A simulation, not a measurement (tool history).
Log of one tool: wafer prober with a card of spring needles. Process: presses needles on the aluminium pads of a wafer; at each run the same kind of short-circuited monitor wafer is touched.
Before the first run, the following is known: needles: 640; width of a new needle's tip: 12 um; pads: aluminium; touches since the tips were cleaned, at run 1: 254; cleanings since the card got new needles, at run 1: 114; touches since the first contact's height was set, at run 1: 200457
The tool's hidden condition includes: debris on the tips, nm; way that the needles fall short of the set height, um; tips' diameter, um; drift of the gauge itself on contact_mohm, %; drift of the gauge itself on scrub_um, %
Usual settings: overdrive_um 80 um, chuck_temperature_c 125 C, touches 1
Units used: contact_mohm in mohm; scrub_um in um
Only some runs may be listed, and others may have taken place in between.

run    day  overdrive_um  chuck_temperature_c  touches  touches since the tips were cleaned  cleanings since the card got new needles  touches since the first contact's height was set  contact_mohm  scrub_um
  1  0.000            80                  125        1                                  254                                       114                                            200457           227     16.85
     0.088  -- tips cleaned on abrasive film
     0.196  -- tips cleaned on abrasive film
     0.283  -- tips cleaned on abrasive film
     0.383  -- tips cleaned on abrasive film
  2  0.392            80                  125        1                                  138                                       118                                            207302           225     16.73
     0.483  -- tips cleaned on abrasive film
     0.575  -- tips cleaned on abrasive film
  3  0.575            80                  125        1                                    0                                       120                                            210460           215     16.68
     0.683  -- tips cleaned on abrasive film
     0.775  -- tips cleaned on abrasive film
     0.879  -- tips cleaned on abrasive film
  4  0.892            80                  125        1                                  202                                       123                                            215980           224     16.90
     0.975  -- tips cleaned on abrasive film
     1.067  -- tips cleaned on abrasive film
     1.175  -- tips cleaned on abrasive film
  5  1.229            80                  125        1                                  984                                       126                                            221883           242     16.83
     1.271  -- tips cleaned on abrasive film
     1.375  -- tips cleaned on abrasive film
     1.467  -- tips cleaned on abrasive film
  6  1.496            80                   51        1                                  527                                       129                                            226496           221     16.67
     1.562  -- tips cleaned on abrasive film
     1.650  -- tips cleaned on abrasive film
     1.758  -- tips cleaned on abrasive film
  7  1.808            80                  125        1                                  881                                       132                                            231973           243     16.79
     1.842  -- height of the first contact set anew
     1.867  -- tips cleaned on abrasive film
     1.975  -- tips cleaned on abrasive film
  8  2.029            80                  125        1                                  959                                       134                                              3255           249     16.14
     2.071  -- tips cleaned on abrasive film
     2.158  -- tips cleaned on abrasive film
     2.267  -- tips cleaned on abrasive film
     2.371  -- tips cleaned on abrasive film
  9  2.379            80                  125        1                                   81                                       138                                              9294           221     16.28
     2.483  -- tips cleaned on abrasive film
     2.588  -- tips cleaned on abrasive film
 10  2.654            76                   27        1                                 1185                                       140                                             14178           243     15.06
     2.679  -- tips cleaned on abrasive film
     2.788  -- tips cleaned on abrasive film
     2.896  -- tips cleaned on abrasive film
 11  2.896            76                   27        1                                    0                                       143                                             18320           199     14.95
     3.000  -- tips cleaned on abrasive film
     3.088  -- tips cleaned on abrasive film
     3.196  -- tips cleaned on abrasive film
     3.304  -- tips cleaned on abrasive film
 12  3.317            66                   52        1                                  289                                       147                                             25729           230     12.71
     3.408  -- tips cleaned on abrasive film
     3.512  -- tips cleaned on abrasive film
     3.604  -- tips cleaned on abrasive film
 13  3.604            97                   45        1                                    0                                       150                                             30713           195     19.95

4 options for the next run, each taken on its own from the tool as it stands now. Forecast them:
     3.708  -- tips cleaned on abrasive film
     3.796  -- tips cleaned on abrasive film
  A  3.833            97                   39        1                                  630                                       152                                             34693             ?         ?
     3.708  -- tips cleaned on abrasive film
     3.796  -- tips cleaned on abrasive film
  B  3.833            97                   45        2                                  630                                       152                                             34693             ?         ?
     3.708  -- tips cleaned on abrasive film
     3.796  -- tips cleaned on abrasive film
  C  3.833            70                   45        1                                  630                                       152                                             34693             ?         ?
     3.708  -- tips cleaned on abrasive film
     3.796  -- tips cleaned on abrasive film
  D  3.833            80                  124        1                                  630                                       152                                             34693             ?         ?

run  contact_mohm  scrub_um
  A           208     19.70
  B           200     19.80
  C           248     13.62
  D           244     15.77
What these runs would have given with no unlogged condition in the tool:
run  contact_mohm  scrub_um
  A           178     22.44
  B           178     22.54
  C           189     16.37
  D           202     18.51
